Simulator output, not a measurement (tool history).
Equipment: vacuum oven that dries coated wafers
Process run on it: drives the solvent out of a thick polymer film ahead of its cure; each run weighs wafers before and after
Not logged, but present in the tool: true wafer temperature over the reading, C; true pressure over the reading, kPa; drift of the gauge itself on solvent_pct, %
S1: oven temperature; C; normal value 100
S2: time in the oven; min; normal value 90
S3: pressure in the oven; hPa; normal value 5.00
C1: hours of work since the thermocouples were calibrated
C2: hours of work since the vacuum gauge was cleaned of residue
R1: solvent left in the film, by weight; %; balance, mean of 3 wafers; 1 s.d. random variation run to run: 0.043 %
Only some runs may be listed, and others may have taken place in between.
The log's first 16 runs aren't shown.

run    hour   S1   S2     S3   C1    C2    R1
 17   828.7  108   90   3.63  379  1002  1.00
 18   878.5  107  156  19.63  413  1037  1.66
 19   909.6  100   90  12.09  435  1058  2.75
 20   958.4  100   90  12.09  468  1092  2.74
 21   997.5  100   90  12.09  495  1119  2.72
 22  1035.3  107  101   5.00  522  1145  1.09
 23  1080.1  108  136   3.62  553  1176  0.61
 24  1132.1  100  117   4.86  589  1212  1.40
 25  1184.1  110   90   5.00  625  1248  0.94
     1195.3  -- vacuum gauge cleaned of residue and calibrated
 26  1247.2  100  156   7.08  667    36  0.94
 27  1295.0  100  156   7.08  700    69  0.90
 28  1360.9   86  156   8.60  746   115  2.98
 29  1390.8   98  132   2.78  766   135  0.89
 30  1458.4   98  132   2.78  813   182  0.89

Below are 3 alternative next runs, each starting from the tool's condition after run 30. Predict each:
  A  1494.0  109  71  5.00  838  207   ?
  B  1494.0   98  90  5.00  838  207   ?
  C  1494.0   98  84  2.78  838  207   ?

run    R1
  A  1.38
  B  2.36
  C  2.46
Had the tool no hidden state, the same runs would have come out as:
run    R1
  A  1.28
  B  2.22
  C  2.32
